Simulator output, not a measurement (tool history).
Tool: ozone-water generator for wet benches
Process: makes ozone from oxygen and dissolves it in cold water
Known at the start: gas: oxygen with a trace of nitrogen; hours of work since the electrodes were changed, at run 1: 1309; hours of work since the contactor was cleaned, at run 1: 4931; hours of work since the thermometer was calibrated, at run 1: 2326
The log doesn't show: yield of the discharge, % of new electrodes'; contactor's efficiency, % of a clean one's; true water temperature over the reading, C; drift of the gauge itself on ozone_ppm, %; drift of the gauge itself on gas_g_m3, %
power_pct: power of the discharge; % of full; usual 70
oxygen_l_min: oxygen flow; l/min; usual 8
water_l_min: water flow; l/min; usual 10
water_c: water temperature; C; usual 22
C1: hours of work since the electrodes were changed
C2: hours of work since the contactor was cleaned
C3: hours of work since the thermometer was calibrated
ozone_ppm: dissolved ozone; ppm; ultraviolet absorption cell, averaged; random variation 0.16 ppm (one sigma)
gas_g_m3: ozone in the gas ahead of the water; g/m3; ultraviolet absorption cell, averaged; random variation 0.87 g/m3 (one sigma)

run 1 hour=0 | power_pct=70 oxygen_l_min=8 water_l_min=10 water_c=22 | C1=1309 C2=4931 C3=2326 | ozone_ppm=18.8 gas_g_m3=138.3
run 2 hour=41.3 | power_pct=70 oxygen_l_min=8 water_l_min=10 water_c=22 | C1=1349 C2=4970 C3=2365 | ozone_ppm=18.4 gas_g_m3=137.7
run 3 hour=106.2 | power_pct=70 oxygen_l_min=6.83 water_l_min=10 water_c=22 | C1=1411 C2=5032 C3=2427 | ozone_ppm=19.2 gas_g_m3=147.9
run 4 hour=193.6 | power_pct=70 oxygen_l_min=6.83 water_l_min=10 water_c=22 | C1=1494 C2=5115 C3=2510 | ozone_ppm=19.2 gas_g_m3=147.8
run 5 hour=260.7 | power_pct=70 oxygen_l_min=6.83 water_l_min=10 water_c=22 | C1=1558 C2=5179 C3=2574 | ozone_ppm=19 gas_g_m3=148.7
-- hour=286.4 water thermometer calibrated
run 6 hour=303.6 | power_pct=53 oxygen_l_min=8 water_l_min=10 water_c=22 | C1=1598 C2=5220 C3=16 | ozone_ppm=15.7 gas_g_m3=114.9
run 7 hour=377.7 | power_pct=70 oxygen_l_min=8 water_l_min=10 water_c=22 | C1=1669 C2=5290 C3=87 | ozone_ppm=18.3 gas_g_m3=137.7
run 8 hour=420.4 | power_pct=70 oxygen_l_min=8 water_l_min=10 water_c=22 | C1=1709 C2=5331 C3=128 | ozone_ppm=18.6 gas_g_m3=137.1
-- hour=452.3 contactor cleaned
run 9 hour=479.1 | power_pct=70 oxygen_l_min=8 water_l_min=10 water_c=22 | C1=1761 C2=25 C3=180 | ozone_ppm=19.2 gas_g_m3=137.3
run 10 hour=566.1 | power_pct=70 oxygen_l_min=8 water_l_min=10 water_c=17 | C1=1844 C2=108 C3=263 | ozone_ppm=21.8 gas_g_m3=137.4
run 11 hour=605.5 | power_pct=95 oxygen_l_min=6.02 water_l_min=13 water_c=28 | C1=1882 C2=146 C3=300 | ozone_ppm=18.7 gas_g_m3=190.6
run 12 hour=654.6 | power_pct=70 oxygen_l_min=5.53 water_l_min=8 water_c=22 | C1=1929 C2=193 C3=347 | ozone_ppm=23.3 gas_g_m3=164.4
run 13 hour=722.5 | power_pct=70 oxygen_l_min=5.53 water_l_min=8 water_c=22 | C1=1993 C2=257 C3=412 | ozone_ppm=23.2 gas_g_m3=164.1
run 14 hour=769.1 | power_pct=66 oxygen_l_min=7.72 water_l_min=8 water_c=22 | C1=2038 C2=302 C3=456 | ozone_ppm=20.6 gas_g_m3=134.7
run 15 hour=807 | power_pct=66 oxygen_l_min=7.72 water_l_min=8 water_c=22 | C1=2074 C2=338 C3=492 | ozone_ppm=20.8 gas_g_m3=133.5
run 16 hour=875 | power_pct=66 oxygen_l_min=7.72 water_l_min=8 water_c=22 | C1=2138 C2=403 C3=557 | ozone_ppm=20.6 gas_g_m3=133.9
run 17 hour=938.9 | power_pct=99 oxygen_l_min=7.72 water_l_min=13 water_c=22 | C1=2199 C2=463 C3=618 | ozone_ppm=21.1 gas_g_m3=169.6
run 18 hour=1010.4 | power_pct=48 oxygen_l_min=7.72 water_l_min=15 water_c=22 | C1=2267 C2=531 C3=686 | ozone_ppm=12.4 gas_g_m3=110.5

4 ways to go on from here, each from the tool as it stands after run 18. What would each give?
run A hour=1075.8 | power_pct=40 oxygen_l_min=13.89 water_l_min=15 water_c=22 | C1=2330 C2=594 C3=748 | ozone_ppm=? gas_g_m3=?
run B hour=1075.8 | power_pct=90 oxygen_l_min=7.72 water_l_min=15 water_c=22 | C1=2330 C2=594 C3=748 | ozone_ppm=? gas_g_m3=?
run C hour=1075.8 | power_pct=85 oxygen_l_min=8 water_l_min=10 water_c=16 | C1=2330 C2=594 C3=748 | ozone_ppm=? gas_g_m3=?
run D hour=1075.8 | power_pct=69 oxygen_l_min=7.72 water_l_min=15 water_c=22 | C1=2330 C2=594 C3=748 | ozone_ppm=? gas_g_m3=?

run=A ozone_ppm=9.8 gas_g_m3=73.2
run=B ozone_ppm=18 gas_g_m3=160.1
run=C ozone_ppm=24.7 gas_g_m3=150.2
run=D ozone_ppm=15.6 gas_g_m3=136.3
Without the tool's hidden state the same runs would have given:
run=A ozone_ppm=10.3 gas_g_m3=75.8
run=B ozone_ppm=19.4 gas_g_m3=170.5
run=C ozone_ppm=26.6 gas_g_m3=159.7
run=D ozone_ppm=16.6 gas_g_m3=143.9

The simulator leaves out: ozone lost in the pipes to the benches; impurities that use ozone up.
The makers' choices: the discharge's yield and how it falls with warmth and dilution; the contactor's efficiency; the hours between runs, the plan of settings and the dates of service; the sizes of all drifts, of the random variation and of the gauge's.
